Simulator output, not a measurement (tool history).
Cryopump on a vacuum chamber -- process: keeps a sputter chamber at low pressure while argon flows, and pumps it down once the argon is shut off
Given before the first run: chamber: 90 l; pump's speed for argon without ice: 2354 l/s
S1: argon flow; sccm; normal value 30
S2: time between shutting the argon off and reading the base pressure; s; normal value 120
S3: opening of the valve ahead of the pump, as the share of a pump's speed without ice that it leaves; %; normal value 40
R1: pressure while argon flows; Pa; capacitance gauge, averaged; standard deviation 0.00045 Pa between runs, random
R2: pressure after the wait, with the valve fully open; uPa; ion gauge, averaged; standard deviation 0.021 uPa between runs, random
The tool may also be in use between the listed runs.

run,hour,S1,S2,S3,R1,R2
1,0.0,30,120,40,0.0557,1.15
2,81.7,30,120,40,0.0564,1.16
3,136.0,30,120,40,0.0566,1.22
4,200.5,30,120,40,0.0576,1.29
5,310.5,30,120,40,0.0586,1.38
6,393.0,30,120,40,0.0583,1.43
7,457.2,21,79,45,0.0373,1.64
8,538.9,14,74,28,0.0366,1.49
9,642.4,14,74,28,0.0364,1.62
10,712.9,20,25,24,0.0618,2.43
11,767.5,20,25,24,0.0619,2.47
12,847.1,13,25,34,0.0284,1.29

Put back what was entered between runs (2 entries, withheld): which listed runs does each sit between, and how does the hidden state differ from the listed run before to the listed run after?
Logged between run 7 and run 8: pump warmed up, emptied and cooled again (hour 478.5)
  pump's speed, % of a pump's without ice: 82.4 -> 98.1; cold plate's temperature, K: 13.58 -> 13.61; leak into the chamber, uPa l/s: 2351 -> 2423
  the result without the hidden state subtracted from the measured one, R1: +0.0038 -> +0.0005 Pa; R2: +1.10 -> +0.96 uPa
Logged between run 11 and run 12: leaking fittings of the chamber tightened, without venting (hour 846.7)
  pump's speed, % of a pump's without ice: 92.3 -> 90.3; cold plate's temperature, K: 13.69 -> 13.71; leak into the chamber, uPa l/s: 2669 -> 325
  the result without the hidden state subtracted from the measured one, R1: +0.0017 -> +0.0014 Pa; R2: +1.15 -> +0.03 uPa
